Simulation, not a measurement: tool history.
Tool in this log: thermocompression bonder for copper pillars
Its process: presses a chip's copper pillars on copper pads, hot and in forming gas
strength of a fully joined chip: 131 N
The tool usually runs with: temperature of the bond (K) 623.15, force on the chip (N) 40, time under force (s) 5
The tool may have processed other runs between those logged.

run	day	temperature of the bond (K)	force on the chip (N)	time under force (s)	force that shears a chip off (N)
1	0	623.15	40	5	85.5
2	0.75	623.15	40	5	84.2
3	1.508	623.15	40	5	84.4
4	2.512	623.15	40	5	83.5
5	3.45	623.15	40	5	83.5
6	4.212	633.15	40	5	89.8
7	4.896	633.15	40	5	89.1
8	5.9	633.15	40	5	90.3
9	6.679	648.15	40	5	96.6
# day 7.304: forming gas filter changed
10	7.433	648.15	40	5	103.1
11	8.45	648.15	40	5	103.9
12	8.971	623.15	40	5	87.6
13	9.808	621.15	40	5	86.9
14	10.842	621.15	40	5	85.6
15	11.633	621.15	40	5	85.2
16	12.442	621.15	40	5	86.1
17	13.4	621.15	40	5	85
18	14.058	621.15	40	5	84.7
19	14.675	621.15	40	5	85.1
20	15.654	621.15	40	5	84.6
21	16.108	621.15	33	3	63.9
22	17.175	630.15	40	5	90.1
23	17.704	630.15	40	5	91
24	18.292	599.15	33	12	79.9
# day 18.8: force cell calibrated
25	18.958	599.15	33	12	84
26	19.592	599.15	33	12	84.8
27	20.667	625.15	40	9	101.3
28	21.342	625.15	40	7	96.1
29	22.133	625.15	40	7	96.9
30	22.771	623.15	46	8	104.2
31	23.796	623.15	46	8	103
32	24.579	623.15	27	11	86.2
33	25.429	636.15	40	6	97.8
34	26.504	636.15	40	6	98.3
35	27.35	603.15	40	7	82.7
# day 27.596: forming gas filter changed
36	28.325	640.15	40	7	110.2
37	29.121	623.15	47	11	113.7
38	29.754	626.15	32	5	81.9
39	30.654	611.15	41	12	103.7
40	31.688	622.15	55	12	119.7

Below are 3 alternative next runs, each starting from the tool's condition after run 40. Predict each:
A	32.708	628.15	48	5	?
B	32.708	622.15	42	12	?
C	32.708	637.15	40	6	?

run	force that shears a chip off (N)
A	102.1
B	109.2
C	102.7
Without the tool's hidden state the same runs would have given:
run	force that shears a chip off (N)
A	101.2
B	108.7
C	102
